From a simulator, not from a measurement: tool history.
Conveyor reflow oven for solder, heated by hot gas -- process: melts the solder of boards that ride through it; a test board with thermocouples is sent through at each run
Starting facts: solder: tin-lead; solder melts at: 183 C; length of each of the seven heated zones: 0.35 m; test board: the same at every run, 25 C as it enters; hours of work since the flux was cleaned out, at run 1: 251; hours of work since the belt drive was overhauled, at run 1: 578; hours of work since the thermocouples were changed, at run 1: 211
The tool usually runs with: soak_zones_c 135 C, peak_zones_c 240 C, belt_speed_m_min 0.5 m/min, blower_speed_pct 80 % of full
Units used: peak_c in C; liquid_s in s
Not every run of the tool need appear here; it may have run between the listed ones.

run,day,soak_zones_c,peak_zones_c,belt_speed_m_min,blower_speed_pct,hours of work since the flux was cleaned out,hours of work since the belt drive was overhauled,hours of work since the thermocouples were changed,peak_c,liquid_s
1,0,135,240,0.5,80,251,578,211,222,65.6
2,0.483,135,240,0.5,64,258,585,218,217,60.7
3,1.546,135,240,0.572,80,274,601,234,216.2,52.5
4,2.617,135,240,0.572,80,290,617,250,216.4,52.8
5,3.346,135,240,0.572,80,301,628,261,216.6,52.2
6,4.192,135,240,0.5,73,314,640,274,219.2,63.3

Run 7 is up next; what results do you expect?
7,4.954,143,240,0.5,73,325,652,285,?,?

Run 7 measured peak_c 221.1 C, liquid_s 67.4 s.
Minus the tool's unlogged condition, the same run would have read peak_c 224.2 C, liquid_s 69.6 s.
